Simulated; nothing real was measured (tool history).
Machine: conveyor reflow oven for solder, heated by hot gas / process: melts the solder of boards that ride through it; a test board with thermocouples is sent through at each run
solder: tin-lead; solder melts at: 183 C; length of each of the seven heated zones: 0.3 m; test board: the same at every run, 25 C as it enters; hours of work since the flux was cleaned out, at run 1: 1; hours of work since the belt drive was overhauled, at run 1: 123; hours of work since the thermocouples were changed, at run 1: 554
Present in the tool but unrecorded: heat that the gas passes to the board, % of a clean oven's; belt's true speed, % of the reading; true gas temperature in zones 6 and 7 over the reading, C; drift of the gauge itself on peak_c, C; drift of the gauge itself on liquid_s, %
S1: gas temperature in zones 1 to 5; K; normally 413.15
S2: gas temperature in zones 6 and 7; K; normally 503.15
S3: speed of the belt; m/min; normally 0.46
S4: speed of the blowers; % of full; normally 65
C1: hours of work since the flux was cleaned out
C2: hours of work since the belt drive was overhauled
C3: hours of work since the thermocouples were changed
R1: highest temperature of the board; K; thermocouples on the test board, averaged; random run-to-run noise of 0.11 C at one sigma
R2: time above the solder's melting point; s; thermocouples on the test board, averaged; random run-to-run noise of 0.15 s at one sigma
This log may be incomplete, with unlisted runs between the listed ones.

run	hour	S1	S2	S3	S4	C1	C2	C3	R1	R2
1	0	413.15	503.15	0.46	65	1	123	554	482.05	50.2
2	25.3	413.15	503.15	0.46	65	18	141	572	481.85	50.2
3	60.9	413.15	503.15	0.46	50	44	166	598	474.45	39.1
4	98.8	413.15	503.15	0.46	74	71	193	624	485.15	54.1
5	124.6	413.15	503.15	0.46	74	89	211	643	485.35	54.2
6	162.6	413.15	503.15	0.46	87	116	238	670	488.85	58.4
7	185.1	413.15	503.15	0.46	65	132	254	686	481.85	50.2
8	203.9	413.15	503.15	0.46	65	145	267	699	481.85	50.1
# hour 231.9: thermocouples of zones 6 and 7 changed
9	242.4	413.15	503.15	0.46	65	171	293	7	481.85	50
10	279	413.15	503.15	0.46	65	197	319	33	481.85	50.2
11	300.5	413.15	503.15	0.46	65	212	334	49	481.65	50.2
12	317.9	413.15	511.15	0.46	65	224	347	61	488.35	56.3
13	339.1	413.15	503.15	0.46	65	239	362	76	481.75	50
# hour 360.5: flux residue cleaned out of gas plates and filters
14	363.6	413.15	503.15	0.46	65	2	375	90	481.95	50.4
15	385.8	413.15	503.15	0.46	65	18	391	105	481.95	50.4
16	409.1	403.15	494.15	0.46	65	34	408	122	472.45	35
17	442	399.15	497.15	0.46	64	58	431	145	473.45	35.2
18	458.5	413.15	513.15	0.46	65	69	443	157	489.95	57.8
19	491.3	415.15	513.15	0.477	64	93	466	180	488.55	54.8
20	519.6	415.15	513.15	0.477	64	113	486	200	488.55	54.8
21	540.9	415.15	513.15	0.477	64	128	501	215	488.55	54.8
22	559.1	415.15	513.15	0.477	64	141	514	228	488.55	54.8
23	591.7	402.15	503.15	0.455	65	164	537	251	479.95	44.4
24	627.4	402.15	503.15	0.455	65	189	562	277	479.85	44.6
25	661.7	413.15	503.15	0.374	65	213	586	301	488.65	71.5
26	690.3	413.15	503.15	0.374	65	234	607	321	488.45	71.3
# hour 717.7: flux residue cleaned out of gas plates and filters
27	720.5	413.15	503.15	0.374	65	2	625	339	488.35	71.4
28	744.4	422.15	518.15	0.381	76	19	642	356	505.65	87.4
29	775.7	422.15	518.15	0.381	76	41	664	378	505.75	87.2
30	800.7	418.15	503.15	0.46	65	59	681	396	483.15	53.3

Forecast each of these 5 alternatives for the next run:
A	821.9	412.15	507.15	0.46	57	74	696	411	?	?
B	821.9	425.15	506.15	0.46	81	74	696	411	?	?
C	821.9	422.15	495.15	0.541	65	74	696	411	?	?
D	821.9	420.15	503.15	0.46	65	74	696	411	?	?
E	821.9	422.15	503.15	0.46	65	74	696	411	?	?

run	R1	R2
A	481.35	48.1
B	491.95	65.3
C	472.45	34.1
D	483.75	55
E	484.15	56.2
Without the tool's hidden state the same runs would have given:
run	R1	R2
A	481.35	48.1
B	491.95	65.3
C	472.45	34.1
D	483.75	55
E	484.15	56.2

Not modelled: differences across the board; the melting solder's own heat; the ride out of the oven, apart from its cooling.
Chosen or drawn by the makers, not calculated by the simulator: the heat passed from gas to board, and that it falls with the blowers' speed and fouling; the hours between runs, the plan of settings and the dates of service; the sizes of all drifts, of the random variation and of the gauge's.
